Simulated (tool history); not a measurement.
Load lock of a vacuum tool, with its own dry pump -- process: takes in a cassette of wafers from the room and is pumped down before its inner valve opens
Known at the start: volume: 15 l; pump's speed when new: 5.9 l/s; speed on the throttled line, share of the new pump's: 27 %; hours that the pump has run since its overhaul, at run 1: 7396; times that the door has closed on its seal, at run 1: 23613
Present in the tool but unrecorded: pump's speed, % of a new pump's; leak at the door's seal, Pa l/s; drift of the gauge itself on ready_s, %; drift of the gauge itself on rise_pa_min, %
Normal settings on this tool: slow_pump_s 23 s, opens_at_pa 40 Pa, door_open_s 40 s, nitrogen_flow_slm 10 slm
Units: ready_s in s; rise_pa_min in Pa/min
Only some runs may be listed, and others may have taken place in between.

run      day  slow_pump_s  opens_at_pa  door_open_s  nitrogen_flow_slm  hours that the pump has run since its overhaul  times that the door has closed on its seal  incoming humidity of the room's air, %  ready_s  rise_pa_min
  1        0           23           40           40                 10                                            7396                                       23613                                    42.6     38.3        0.267
       8.571  -- door's seal changed, seat wiped
  2    8.696           23           40           40                 10                                            7603                                           4                                    44.4     38.4        0.044
  3   16.262           23           40           40                 10                                            7785                                         241                                    42.8       39        0.037
  4   20.062           23           40           40                 10                                            7876                                         361                                    46.8     38.7        0.047
  5   25.858           23           70           40                 10                                            8015                                         542                                    46.6       37        0.044
  6   32.242           23           40           40                 10                                            8168                                         743                                    45.9     38.4        0.047
  7   36.367           23           40           40                 10                                            8267                                         872                                      48     38.7        0.051
  8   41.338           23           40           40                 10                                            8387                                        1028                                    43.5     38.7        0.044
  9   45.554           23           40           83                 10                                            8488                                        1160                                      46     38.4        0.065
 10   53.996           23           32           83                 10                                            8690                                        1425                                    44.1     39.1        0.064
 11   57.917           23           32           83                 10                                            8785                                        1548                                    42.3     39.6        0.063
 12   65.658           23           40          200                 10                                            8970                                        1791                                    45.1     38.8          0.1
 13   69.621           23           40          211                 10                                            9065                                        1915                                    42.1       39        0.094
 14   77.712           23           40          211                 10                                            9260                                        2169                                    41.6     38.9        0.091
 15   81.629           23           40          211                 10                                            9354                                        2292                                    44.6     38.8        0.101
 16   86.942           17           40          211                 10                                            9481                                        2459                                    44.5     34.7          0.1
 17    94.15           17           40          211                 10                                            9654                                        2685                                      44     34.7        0.103
 18   100.25           17           40          211                 10                                            9801                                        2876                                    41.7     35.1        0.095
 19  107.192           23           40           40                  6                                            9967                                        3094                                    44.4     38.9        0.061
 20  114.229           23           35           40                 27                                           10136                                        3315                                      47     39.6        0.046
 21  119.642           23           35           40                 27                                           10266                                        3485                                    45.3     39.2         0.04
 22  126.438           23           35           40                 27                                           10429                                        3698                                    48.3     39.5        0.053
 23  131.071           23           40          110                  5                                           10540                                        3843                                      46     39.1        0.103
 24  137.721           23           40          110                  5                                           10700                                        4052                                      46     39.6          0.1
 25  141.292           25           40          142                 26                                           10785                                        4164                                    42.3     40.4        0.066
 26  146.725           23           30           40                 10                                           10916                                        4334                                      47     40.1        0.064
 27  153.925           23           30           40                 10                                           11089                                        4560                                    47.2     40.3        0.062
 28  161.579           21           39          155                 24                                           11272                                        4801                                    44.4       38        0.075
 29  166.583           21           39          155                 24                                           11393                                        4957                                    46.6     38.4        0.081
 30  171.896           23           40          212                  7                                           11520                                        5124                                      44     39.3        0.121
 31  179.996           33           40          212                  7                                           11714                                        5378                                    48.8     46.1        0.132
 32  186.679           22           35           42                  4                                           11875                                        5588                                    49.5       39         0.09
 33  194.925           18           40           40                  8                                           12073                                        5847                                    46.2     36.4         0.08
 34  199.238           34           40           40                 31                                           12176                                        5982                                    46.2     46.8        0.063
 35  206.662           23           40           82                 19                                           12354                                        6215                                    45.6     39.7        0.078
 36  210.246           23           40           82                 19                                           12440                                        6327                                    42.6     39.7         0.08
 37  216.725           14           40           82                 19                                           12596                                        6531                                    44.1     33.6        0.083

Some steps in ready_s, run to run, broken into two amounts with sign: the step expected even without the hidden condition (settings, incoming material, random variation), and the rest, left for the hidden condition together with whatever gauge scatter is not in both the measured and the hidden-condition-free result:
Run 31 -> 32: slow_pump_s 33 -> 22, opens_at_pa 40 -> 35, door_open_s 212 -> 42, nitrogen_flow_slm 7 -> 4. ready_s -7.1 s: hidden state +0.7, all else -7.8.
Run 33 -> 34: slow_pump_s 18 -> 34, nitrogen_flow_slm 8 -> 31. ready_s +10.4 s: hidden state -0.9, all else +11.3.
Run 34 -> 35: slow_pump_s 34 -> 23, door_open_s 40 -> 82, nitrogen_flow_slm 31 -> 19. ready_s -7.1 s: hidden state +0.7, all else -7.8.
